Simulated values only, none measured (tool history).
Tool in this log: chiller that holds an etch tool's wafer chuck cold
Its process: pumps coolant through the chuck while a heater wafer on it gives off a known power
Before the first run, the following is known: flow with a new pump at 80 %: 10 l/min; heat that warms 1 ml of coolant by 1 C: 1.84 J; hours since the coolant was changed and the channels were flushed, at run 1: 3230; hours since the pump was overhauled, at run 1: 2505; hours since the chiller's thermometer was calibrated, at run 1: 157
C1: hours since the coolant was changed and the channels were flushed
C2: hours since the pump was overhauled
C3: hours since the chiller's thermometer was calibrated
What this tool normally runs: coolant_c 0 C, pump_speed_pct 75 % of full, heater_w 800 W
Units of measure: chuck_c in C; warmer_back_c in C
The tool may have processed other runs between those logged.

Run 1, hour 0: usual settings; C1 3230; C2 2505; C3 157. Result: chuck_c 9.9 C, warmer_back_c 3.02 C.
Run 2, hour 137: usual settings; C1 3367; C2 2642; C3 294. Result: chuck_c 10 C, warmer_back_c 3.09 C.
Run 3, hour 242.8: usual settings; C1 3473; C2 2748; C3 400. Result: chuck_c 10.1 C, warmer_back_c 3.07 C.
Run 4, hour 314.8: usual settings but pump_speed_pct 86 % of full; C1 3545; C2 2820; C3 472. Result: chuck_c 9.1 C, warmer_back_c 2.62 C.
Run 5, hour 385.1: usual settings but pump_speed_pct 86 % of full; C1 3615; C2 2890; C3 542. Result: chuck_c 9 C, warmer_back_c 2.7 C.
Run 6, hour 454.8: usual settings but pump_speed_pct 86 % of full; C1 3685; C2 2960; C3 612. Result: chuck_c 9.2 C, warmer_back_c 2.72 C.
Run 7, hour 579.6: usual settings but pump_speed_pct 86 % of full; C1 3810; C2 3084; C3 737. Result: chuck_c 9.1 C, warmer_back_c 2.66 C.
At hour 668.7: coolant changed, channels flushed.
Run 8, hour 718.8: usual settings but pump_speed_pct 86 % of full; C1 50; C2 3218; C3 870. Result: chuck_c 7.6 C, warmer_back_c 2.71 C.
Run 9, hour 809.2: usual settings but heater_w 949 W; C1 141; C2 3308; C3 961. Result: chuck_c 10.3 C, warmer_back_c 3.73 C.
Run 10, hour 980.8: usual settings but heater_w 949 W; C1 312; C2 3480; C3 1132. Result: chuck_c 10.6 C, warmer_back_c 3.7 C.
Run 11, hour 1090.7: usual settings but heater_w 949 W; C1 422; C2 3590; C3 1242. Result: chuck_c 10.4 C, warmer_back_c 3.85 C.
Run 12, hour 1255.8: usual settings but heater_w 949 W; C1 587; C2 3755; C3 1407. Result: chuck_c 10.8 C, warmer_back_c 3.77 C.
Run 13, hour 1379.8: usual settings but coolant_c 3 C, pump_speed_pct 66 % of full, heater_w 656 W; C1 711; C2 3879; C3 1531. Result: chuck_c 11.5 C, warmer_back_c 3.04 C.
Run 14, hour 1514.1: usual settings but coolant_c 3 C, pump_speed_pct 66 % of full, heater_w 656 W; C1 845; C2 4013; C3 1665. Result: chuck_c 11.7 C, warmer_back_c 3.1 C.
Run 15, hour 1594.4: usual settings but pump_speed_pct 97 % of full; C1 926; C2 4093; C3 1746. Result: chuck_c 7.4 C, warmer_back_c 2.51 C.
Run 16, hour 1761.8: usual settings but pump_speed_pct 97 % of full, heater_w 943 W; C1 1093; C2 4261; C3 1913. Result: chuck_c 8.6 C, warmer_back_c 2.91 C.
Run 17, hour 1889.7: usual settings but coolant_c -2 C, pump_speed_pct 61 % of full; C1 1221; C2 4389; C3 2041. Result: chuck_c 9.9 C, warmer_back_c 4.15 C.
Run 18, hour 2020: usual settings but coolant_c 3 C, pump_speed_pct 78 % of full, heater_w 856 W; C1 1351; C2 4519; C3 2171. Result: chuck_c 13.3 C, warmer_back_c 3.37 C.
At hour 2099.4: coolant pump overhauled.
Run 19, hour 2151.7: usual settings but coolant_c 3 C, pump_speed_pct 78 % of full, heater_w 856 W; C1 1478; C2 52; C3 2298. Result: chuck_c 11.8 C, warmer_back_c 2.91 C.
Run 20, hour 2291.1: usual settings but coolant_c 3 C, pump_speed_pct 78 % of full, heater_w 856 W; C1 1617; C2 192; C3 2437. Result: chuck_c 11.9 C, warmer_back_c 2.87 C.
Run 21, hour 2404.8: usual settings but coolant_c 3 C, pump_speed_pct 78 % of full, heater_w 856 W; C1 1731; C2 305; C3 2551. Result: chuck_c 12 C, warmer_back_c 2.88 C.
Run 22, hour 2570.3: usual settings but coolant_c -8 C, pump_speed_pct 78 % of full, heater_w 856 W; C1 1897; C2 471; C3 2717. Result: chuck_c 1.1 C, warmer_back_c 2.91 C.
Run 23, hour 2684.5: usual settings but coolant_c -1 C, pump_speed_pct 87 % of full, heater_w 758 W; C1 2011; C2 585; C3 2831. Result: chuck_c 6.2 C, warmer_back_c 2.27 C.

How the hidden state differs across the entries between the runs, from the last listed run before each to the first after it:
Between runs 7 and 8: coolant changed, channels flushed (hour 668.7)
  heat passed by the chuck's channels, % of clean ones': 75.7 -> 98.9; flow at a given pump speed, % of a new pump's: 89.3 -> 88.8; coolant's true temperature over the reading, C: 0.08 -> 0.09
  measured result minus the result with no hidden state, chuck_c: +2.6 -> +0.9 C; warmer_back_c: +0.29 -> +0.3 C
Between runs 18 and 19: coolant pump overhauled (hour 2099.4)
  heat passed by the chuck's channels, % of clean ones': 91 -> 90.1; flow at a given pump speed, % of a new pump's: 84 -> 99.7; coolant's true temperature over the reading, C: 0.2 -> 0.21
  measured result minus the result with no hidden state, chuck_c: +2.3 -> +0.9 C; warmer_back_c: +0.55 -> +0.01 C

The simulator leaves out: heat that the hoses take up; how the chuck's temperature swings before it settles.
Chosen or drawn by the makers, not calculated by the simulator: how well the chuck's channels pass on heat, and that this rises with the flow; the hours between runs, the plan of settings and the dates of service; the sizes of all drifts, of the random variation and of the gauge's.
